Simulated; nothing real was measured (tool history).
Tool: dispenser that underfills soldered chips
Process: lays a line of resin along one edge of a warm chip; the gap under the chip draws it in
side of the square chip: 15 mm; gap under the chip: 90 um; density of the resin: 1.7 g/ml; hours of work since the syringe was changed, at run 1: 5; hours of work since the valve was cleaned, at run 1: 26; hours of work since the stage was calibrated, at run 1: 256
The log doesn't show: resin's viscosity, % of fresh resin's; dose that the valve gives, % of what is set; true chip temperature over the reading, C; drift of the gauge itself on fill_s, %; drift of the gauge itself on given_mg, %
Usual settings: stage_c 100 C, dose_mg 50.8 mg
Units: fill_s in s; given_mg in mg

run    day  stage_c  dose_mg  hours of work since the syringe was changed  hours of work since the valve was cleaned  hours of work since the stage was calibrated  fill_s  given_mg
  1      0      100     50.8                                            5                                         26                                           256   322.6     49.68
     0.333  -- new syringe of resin
  2  0.408      100     52.1                                            1                                         32                                           262     238     50.18
  3  0.654      100     52.1                                            5                                         36                                           265   318.1     50.52
  4  0.888      100     52.1                                            8                                         39                                           269   439.5     50.12
     0.992  -- new syringe of resin
  5  1.212      100     44.9                                            3                                         44                                           274   291.5     43.29
  6    1.4      100     59.1                                            6                                         47                                           276     357     56.65
     1.658  -- new syringe of resin
  7  1.875      100     59.1                                            3                                         54                                           283   279.6     56.56
  8  2.279       94     51.5                                            9                                         60                                           289   557.8     48.77
     2.317  -- new syringe of resin
  9  2.558      107     65.2                                            4                                         64                                           293   241.7     61.29
 10  2.917      107     65.2                                            9                                         69                                           299   383.6     61.57
     2.971  -- new syringe of resin
 11  3.179       89     46.6                                            3                                         73                                           303   390.3     43.57
 12  3.483       85       44                                            8                                         78                                           307   670.5     40.71
      3.65  -- new syringe of resin
 13  3.829       98     62.7                                            3                                         83                                           312   273.3     57.83
 14  4.258      100     49.4                                            9                                         89                                           319   469.8      45.3

Forecast each of these 4 alternatives for the next run:
     4.296  -- new syringe of resin
  A  4.729      107     65.9                                            7                                         96                                           326       ?         ?
     4.296  -- new syringe of resin
  B  4.729       87     49.3                                            7                                         96                                           326       ?         ?
     4.296  -- new syringe of resin
  C  4.729       97     49.6                                            7                                         96                                           326       ?         ?
     4.296  -- new syringe of resin
  D  4.729      100     62.1                                            7                                         96                                           326       ?         ?

run  fill_s  given_mg
  A   310.9     60.51
  B   558.3     45.08
  C   414.7     45.61
  D   369.6     57.27
Without the tool's hidden state the same runs would have given:
run  fill_s  given_mg
  A   170.9      66.1
  B   300.6     49.25
  C   223.9     49.82
  D   202.4     62.56
